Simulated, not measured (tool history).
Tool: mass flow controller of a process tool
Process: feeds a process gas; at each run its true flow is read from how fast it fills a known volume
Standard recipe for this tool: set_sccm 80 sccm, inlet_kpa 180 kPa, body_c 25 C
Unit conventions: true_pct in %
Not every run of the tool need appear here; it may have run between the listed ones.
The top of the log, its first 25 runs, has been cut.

run	day	set_sccm	inlet_kpa	body_c	hours of work since the controller was set to zero	hours of work since the controller was changed	true_pct
26	122.033	80	214	34	1048	1048	102.06
27	128.417	80	214	34	1155	1155	102.13
# day 128.867: gauge calibrated
28	135.333	80	214	34	1271	1271	100.27
29	140.946	80	215	27	1365	1365	100.08
30	145.104	80	215	27	1434	1434	100.13
31	148.233	80	183	31	1486	1486	100.11
32	153.012	80	213	30	1566	1566	100.33
33	156.642	80	140	24	1627	1627	99.78
34	163.996	80	140	24	1750	1750	99.97
35	168.517	80	140	24	1825	1825	99.92
36	171.692	80	140	24	1878	1878	100.11
37	174.988	80	140	24	1933	1933	100.1
38	182.104	29	147	22	2052	2052	100.19
39	188.333	101	177	33	2156	2156	100.73

Below are 3 alternative next runs, each starting from the tool's condition after run 39. Predict each:
A	195.25	157	177	33	2272	2272	?
B	195.25	101	267	33	2272	2272	?
C	195.25	101	205	24	2272	2272	?

run	true_pct
A	101.05
B	101.44
C	100.65
Stripped of hidden state, with their random variation kept, the same runs would have yielded:
run	true_pct
A	100.02
B	100.4
C	99.62

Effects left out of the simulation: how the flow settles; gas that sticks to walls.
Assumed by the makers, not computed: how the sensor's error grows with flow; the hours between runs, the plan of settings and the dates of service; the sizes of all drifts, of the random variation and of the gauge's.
